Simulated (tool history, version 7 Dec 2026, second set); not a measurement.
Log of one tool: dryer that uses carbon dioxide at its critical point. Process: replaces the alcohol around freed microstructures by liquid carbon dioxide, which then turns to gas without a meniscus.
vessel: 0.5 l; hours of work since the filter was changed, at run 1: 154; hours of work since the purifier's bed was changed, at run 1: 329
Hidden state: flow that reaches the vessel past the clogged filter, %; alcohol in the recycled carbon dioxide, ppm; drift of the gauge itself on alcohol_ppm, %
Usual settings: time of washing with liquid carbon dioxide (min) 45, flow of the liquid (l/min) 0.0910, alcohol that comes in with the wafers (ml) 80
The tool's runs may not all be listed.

run,hour,time of washing with liquid carbon dioxide (min),flow of the liquid (l/min),alcohol that comes in with the wafers (ml),hours of work since the filter was changed,hours of work since the purifier's bed was changed,alcohol left in the vessel before it's heated (ppm by volume)
1,0.0,45,0.0910,80,154,329,141
2,25.0,45,0.0910,80,167,342,136
3,38.9,45,0.0910,80,174,349,146
4,65.5,45,0.0910,80,188,364,148
5,98.9,45,0.0675,80,206,381,912
6,126.4,45,0.0675,80,221,396,981
7,140.2,45,0.0675,80,228,403,998
8,166.6,45,0.0675,36,242,417,497
9,186.2,45,0.0910,80,252,427,185
10,213.8,45,0.0662,80,267,442,1178
11,243.4,45,0.0662,80,282,457,1254
12,271.8,45,0.0662,80,297,472,1297
13,300.4,45,0.0910,80,313,488,218
14,323.6,45,0.0910,80,325,500,222
15,341.1,42,0.0936,52,334,509,213
16,366.5,45,0.0566,110,347,522,4105
17,386.2,45,0.0795,29,358,533,239
18,415.1,67,0.0910,33,373,548,54
# hour 438.5: inlet filter changed
19,447.9,43,0.0578,85,5,565,1788
20,479.6,51,0.0849,69,22,582,89
21,507.6,51,0.1205,69,36,596,62
# hour 519.3: purifier's bed changed
22,543.1,45,0.0724,44,54,13,219
23,575.1,45,0.0724,44,71,29,223
24,592.5,46,0.1391,57,80,39,8
25,608.4,46,0.1391,57,88,47,10
26,626.4,47,0.0910,80,98,57,70
27,642.5,47,0.0910,80,106,65,72

Forecast each of these 3 alternatives for the next run:
A,661.7,47,0.0873,80,116,75,?
B,661.7,56,0.0803,80,116,75,?
C,661.7,58,0.0633,31,116,75,?

run,alcohol left in the vessel before it's heated (ppm by volume)
A,99
B,51
C,104
Without the tool's hidden state the same runs would have given:
run,alcohol left in the vessel before it's heated (ppm by volume)
A,61
B,28
C,69

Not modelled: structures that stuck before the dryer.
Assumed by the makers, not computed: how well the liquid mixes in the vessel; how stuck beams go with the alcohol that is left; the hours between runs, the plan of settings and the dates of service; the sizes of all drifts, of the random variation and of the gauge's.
